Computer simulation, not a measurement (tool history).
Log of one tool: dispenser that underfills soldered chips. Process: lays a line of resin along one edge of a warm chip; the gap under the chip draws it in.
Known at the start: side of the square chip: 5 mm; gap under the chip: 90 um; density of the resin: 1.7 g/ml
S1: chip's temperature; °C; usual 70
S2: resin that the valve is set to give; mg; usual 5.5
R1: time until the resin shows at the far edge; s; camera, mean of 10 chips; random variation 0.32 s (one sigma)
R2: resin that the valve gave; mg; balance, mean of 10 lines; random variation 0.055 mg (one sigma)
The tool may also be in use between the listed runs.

Run 1, hour 0: usual settings. Result: R1 13.2 s, R2 5.46 mg.
Run 2, hour 4.8: usual settings but S1 83 °C. Result: R1 8.5 s, R2 5.46 mg.
At hour 7: new syringe of resin.
Run 3, hour 8.2: usual settings but S1 83 °C. Result: R1 6.2 s, R2 5.44 mg.
Run 4, hour 13.3: usual settings. Result: R1 16.8 s, R2 5.53 mg.
At hour 14.7: new syringe of resin.
Run 5, hour 16.7: usual settings but S1 83 °C. Result: R1 7.3 s, R2 5.45 mg.
Run 6, hour 19.6: usual settings but S2 5.24 mg. Result: R1 16 s, R2 5.16 mg.
At hour 22.2: new syringe of resin.
Run 7, hour 23: usual settings but S2 4.71 mg. Result: R1 13.3 s, R2 4.58 mg.
Run 8, hour 27.5: usual settings but S2 4.71 mg. Result: R1 17.6 s, R2 4.63 mg.
At hour 29.7: new syringe of resin.
Run 9, hour 32.4: usual settings but S2 6.31 mg. Result: R1 13.5 s, R2 6.24 mg.
Run 10, hour 35.1: usual settings but S2 6.31 mg. Result: R1 15.2 s, R2 6.13 mg.
At hour 37.5: new syringe of resin.
Run 11, hour 40.2: usual settings but S2 6.31 mg. Result: R1 12.8 s, R2 6.19 mg.
Run 12, hour 43.1: usual settings but S2 6.31 mg. Result: R1 16.3 s, R2 6.13 mg.
At hour 45.1: new syringe of resin.
Run 13, hour 48: usual settings but S2 6.31 mg. Result: R1 14.1 s, R2 6.06 mg.
Run 14, hour 50.7: usual settings but S2 6.16 mg. Result: R1 16.6 s, R2 6.02 mg.
At hour 52.7: new syringe of resin.
Run 15, hour 53.8: usual settings but S2 6.16 mg. Result: R1 13.2 s, R2 5.85 mg.
Run 16, hour 57.6: usual settings but S2 6.16 mg. Result: R1 15.3 s, R2 5.94 mg.
At hour 60.2: new syringe of resin.
Run 17, hour 63.1: usual settings but S1 67 °C, S2 6.16 mg. Result: R1 16.5 s, R2 5.88 mg.
Run 18, hour 65.6: usual settings but S1 67 °C, S2 6.16 mg. Result: R1 18.9 s, R2 5.87 mg.
At hour 68: new syringe of resin.
Run 19, hour 70: usual settings but S1 73 °C. Result: R1 11.9 s, R2 5.32 mg.
Run 20, hour 72.8: usual settings but S1 76 °C, S2 5.35 mg. Result: R1 11.5 s, R2 5.09 mg.
Run 21, hour 75.1: usual settings but S2 5.63 mg. Result: R1 17.9 s, R2 5.24 mg.
At hour 75.8: new syringe of resin.
Run 22, hour 80.1: usual settings but S2 5.99 mg. Result: R1 15.1 s, R2 5.66 mg.
At hour 83.3: new syringe of resin.
Run 23, hour 83.3: usual settings but S2 5.99 mg. Result: R1 11.9 s, R2 5.64 mg.
Run 24, hour 87.1: usual settings but S1 66 °C, S2 5.12 mg. Result: R1 18.9 s, R2 4.88 mg.
Run 25, hour 90.1: usual settings but S1 75 °C, S2 5.29 mg. Result: R1 13.5 s, R2 4.96 mg.
At hour 91.2: new syringe of resin.
Run 26, hour 95.1: usual settings but S1 75 °C, S2 6.95 mg. Result: R1 11.2 s, R2 6.49 mg.
At hour 98.8: new syringe of resin.
Run 27, hour 98.8: usual settings but S1 59 °C, S2 6.47 mg. Result: R1 21.6 s, R2 6.1 mg.
Run 28, hour 103.6: usual settings but S1 59 °C, S2 6.47 mg. Result: R1 28.6 s, R2 5.97 mg.
At hour 106.4: new syringe of resin.
Run 29, hour 106.4: usual settings but S1 84 °C. Result: R1 6 s, R2 5.05 mg.
Run 30, hour 109.3: usual settings but S1 74 °C, S2 6.09 mg. Result: R1 11.8 s, R2 5.6 mg.
Run 31, hour 112.7: usual settings but S1 60 °C, S2 5.86 mg. Result: R1 29.7 s, R2 5.46 mg.
At hour 114.2: new syringe of resin.
Run 32, hour 117.4: usual settings but S1 80 °C, S2 5.54 mg. Result: R1 9.3 s, R2 5.04 mg.
Run 33, hour 121: usual settings but S1 74 °C, S2 5.93 mg. Result: R1 15.1 s, R2 5.44 mg.
At hour 121.7: new syringe of resin.
Run 34, hour 126: usual settings but S1 78 °C, S2 6.98 mg. Result: R1 9.3 s, R2 6.34 mg.
Run 35, hour 128.3: usual settings but S1 71 °C, S2 5.19 mg. Result: R1 16.9 s, R2 4.67 mg.

Forecast each of these 4 alternatives for the next run:
At hour 129.5: new syringe of resin.
Run A, hour 132: usual settings but S1 82 °C, S2 4.87 mg. Result: R1 ?, R2 ?.
At hour 129.5: new syringe of resin.
Run B, hour 132: usual settings but S1 81 °C, S2 5.68 mg. Result: R1 ?, R2 ?.
At hour 129.5: new syringe of resin.
Run C, hour 132: usual settings but S1 71 °C, S2 5.09 mg. Result: R1 ?, R2 ?.
At hour 129.5: new syringe of resin.
Run D, hour 132: usual settings but S2 6.17 mg. Result: R1 ?, R2 ?.

run    R1    R2
  A   8.6   4.5
  B   8.1   5.1
  C  14.2  4.73
  D  14.2  5.55
Without the tool's hidden state the same runs would have given:
run    R1    R2
  A   6.8  4.92
  B   6.5   5.6
  C  11.2  5.17
  D  11.5  6.09
